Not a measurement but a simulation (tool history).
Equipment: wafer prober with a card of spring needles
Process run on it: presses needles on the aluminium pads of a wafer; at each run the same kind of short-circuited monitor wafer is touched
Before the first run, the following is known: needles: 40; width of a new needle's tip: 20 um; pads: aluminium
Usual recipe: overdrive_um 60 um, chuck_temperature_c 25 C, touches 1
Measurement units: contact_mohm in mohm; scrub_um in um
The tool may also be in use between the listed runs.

{"run": 1, "day": 0.0, "overdrive_um": 60, "chuck_temperature_c": 25, "touches": 1, "contact_mohm": 311, "scrub_um": 13.85}
{"run": 2, "day": 0.304, "overdrive_um": 60, "chuck_temperature_c": 25, "touches": 1, "contact_mohm": 367, "scrub_um": 13.77}
{"day": 0.367, "done": "tips cleaned on abrasive film"}
{"run": 3, "day": 0.554, "overdrive_um": 60, "chuck_temperature_c": 25, "touches": 1, "contact_mohm": 307, "scrub_um": 13.89}
{"run": 4, "day": 0.892, "overdrive_um": 64, "chuck_temperature_c": 25, "touches": 1, "contact_mohm": 349, "scrub_um": 14.7}
{"day": 0.929, "done": "tips cleaned on abrasive film"}
{"run": 5, "day": 1.25, "overdrive_um": 64, "chuck_temperature_c": 25, "touches": 1, "contact_mohm": 324, "scrub_um": 14.57}
{"day": 1.492, "done": "tips cleaned on abrasive film"}
{"run": 6, "day": 1.608, "overdrive_um": 60, "chuck_temperature_c": 25, "touches": 1, "contact_mohm": 288, "scrub_um": 13.69}
{"run": 7, "day": 1.812, "overdrive_um": 57, "chuck_temperature_c": 25, "touches": 1, "contact_mohm": 351, "scrub_um": 13.07}
{"day": 2.062, "done": "tips cleaned on abrasive film"}
{"run": 8, "day": 2.1, "overdrive_um": 57, "chuck_temperature_c": 25, "touches": 1, "contact_mohm": 271, "scrub_um": 12.99}
{"run": 9, "day": 2.288, "overdrive_um": 60, "chuck_temperature_c": 25, "touches": 1, "contact_mohm": 313, "scrub_um": 13.66}
{"run": 10, "day": 2.521, "overdrive_um": 60, "chuck_temperature_c": 25, "touches": 1, "contact_mohm": 360, "scrub_um": 13.76}
{"day": 2.638, "done": "tips cleaned on abrasive film"}
{"run": 11, "day": 2.812, "overdrive_um": 60, "chuck_temperature_c": 25, "touches": 1, "contact_mohm": 300, "scrub_um": 13.67}
{"day": 2.854, "done": "height of the first contact set anew"}
{"run": 12, "day": 3.142, "overdrive_um": 60, "chuck_temperature_c": 25, "touches": 1, "contact_mohm": 367, "scrub_um": 13.56}
{"day": 3.192, "done": "tips cleaned on abrasive film"}
{"run": 13, "day": 3.454, "overdrive_um": 60, "chuck_temperature_c": 25, "touches": 1, "contact_mohm": 324, "scrub_um": 13.47}
{"day": 3.742, "done": "tips cleaned on abrasive film"}
{"run": 14, "day": 3.742, "overdrive_um": 60, "chuck_temperature_c": 59, "touches": 1, "contact_mohm": 256, "scrub_um": 13.58}
{"run": 15, "day": 3.946, "overdrive_um": 60, "chuck_temperature_c": 82, "touches": 1, "contact_mohm": 323, "scrub_um": 13.52}
{"run": 16, "day": 4.196, "overdrive_um": 60, "chuck_temperature_c": 25, "touches": 1, "contact_mohm": 368, "scrub_um": 13.53}
{"day": 4.296, "done": "tips cleaned on abrasive film"}
{"run": 17, "day": 4.471, "overdrive_um": 60, "chuck_temperature_c": 25, "touches": 1, "contact_mohm": 305, "scrub_um": 13.43}
{"day": 4.538, "done": "height of the first contact set anew, once more"}
{"run": 18, "day": 4.717, "overdrive_um": 60, "chuck_temperature_c": 43, "touches": 1, "contact_mohm": 351, "scrub_um": 13.94}
{"day": 4.871, "done": "tips cleaned on abrasive film"}
{"run": 19, "day": 5.062, "overdrive_um": 71, "chuck_temperature_c": 40, "touches": 2, "contact_mohm": 268, "scrub_um": 16.53}
{"run": 20, "day": 5.296, "overdrive_um": 72, "chuck_temperature_c": 25, "touches": 2, "contact_mohm": 282, "scrub_um": 16.69}
{"day": 5.421, "done": "tips cleaned on abrasive film"}
{"run": 21, "day": 5.512, "overdrive_um": 72, "chuck_temperature_c": 25, "touches": 2, "contact_mohm": 252, "scrub_um": 16.72}
{"run": 22, "day": 5.667, "overdrive_um": 56, "chuck_temperature_c": 45, "touches": 2, "contact_mohm": 300, "scrub_um": 13.04}
{"run": 23, "day": 5.883, "overdrive_um": 60, "chuck_temperature_c": 89, "touches": 1, "contact_mohm": 363, "scrub_um": 14.0}
{"day": 5.962, "done": "tips cleaned on abrasive film"}
{"run": 24, "day": 6.108, "overdrive_um": 63, "chuck_temperature_c": 89, "touches": 1, "contact_mohm": 299, "scrub_um": 14.72}
{"run": 25, "day": 6.417, "overdrive_um": 51, "chuck_temperature_c": 44, "touches": 2, "contact_mohm": 336, "scrub_um": 11.82}
{"day": 6.529, "done": "tips cleaned on abrasive film"}
{"run": 26, "day": 6.596, "overdrive_um": 59, "chuck_temperature_c": 83, "touches": 2, "contact_mohm": 271, "scrub_um": 13.81}
{"run": 27, "day": 6.929, "overdrive_um": 59, "chuck_temperature_c": 83, "touches": 2, "contact_mohm": 324, "scrub_um": 13.85}
{"day": 7.104, "done": "tips cleaned on abrasive film"}
{"run": 28, "day": 7.117, "overdrive_um": 59, "chuck_temperature_c": 83, "touches": 2, "contact_mohm": 266, "scrub_um": 13.65}
{"run": 29, "day": 7.404, "overdrive_um": 59, "chuck_temperature_c": 83, "touches": 2, "contact_mohm": 310, "scrub_um": 13.67}
{"day": 7.658, "done": "tips cleaned on abrasive film"}
{"run": 30, "day": 7.746, "overdrive_um": 59, "chuck_temperature_c": 83, "touches": 2, "contact_mohm": 275, "scrub_um": 13.77}

The same runs without the tool's hidden state, with the same run-to-run variation:
The hidden state here: debris on the tips, nm; way that the needles fall short of the set height, um; tips' diameter, um; drift of the gauge itself on contact_mohm, %; drift of the gauge itself on scrub_um, %.
run=1 contact_mohm=238 scrub_um=14.05
run=2 contact_mohm=237 scrub_um=13.97
run=3 contact_mohm=234 scrub_um=14.11
run=4 contact_mohm=230 scrub_um=14.93
run=5 contact_mohm=236 scrub_um=14.82
run=6 contact_mohm=237 scrub_um=13.95
run=7 contact_mohm=241 scrub_um=13.34
run=8 contact_mohm=240 scrub_um=13.28
run=9 contact_mohm=234 scrub_um=13.94
run=10 contact_mohm=236 scrub_um=14.04
run=11 contact_mohm=235 scrub_um=13.98
run=12 contact_mohm=237 scrub_um=13.92
run=13 contact_mohm=235 scrub_um=13.85
run=14 contact_mohm=247 scrub_um=13.98
run=15 contact_mohm=252 scrub_um=13.92
run=16 contact_mohm=238 scrub_um=13.93
run=17 contact_mohm=239 scrub_um=13.86
run=18 contact_mohm=241 scrub_um=13.94
run=19 contact_mohm=238 scrub_um=16.55
run=20 contact_mohm=231 scrub_um=16.71
run=21 contact_mohm=233 scrub_um=16.76
run=22 contact_mohm=246 scrub_um=13.08
run=23 contact_mohm=253 scrub_um=14.04
run=24 contact_mohm=255 scrub_um=14.78
run=25 contact_mohm=245 scrub_um=11.88
run=26 contact_mohm=251 scrub_um=13.89
run=27 contact_mohm=257 scrub_um=13.92
run=28 contact_mohm=254 scrub_um=13.76
run=29 contact_mohm=256 scrub_um=13.77
run=30 contact_mohm=254 scrub_um=13.90

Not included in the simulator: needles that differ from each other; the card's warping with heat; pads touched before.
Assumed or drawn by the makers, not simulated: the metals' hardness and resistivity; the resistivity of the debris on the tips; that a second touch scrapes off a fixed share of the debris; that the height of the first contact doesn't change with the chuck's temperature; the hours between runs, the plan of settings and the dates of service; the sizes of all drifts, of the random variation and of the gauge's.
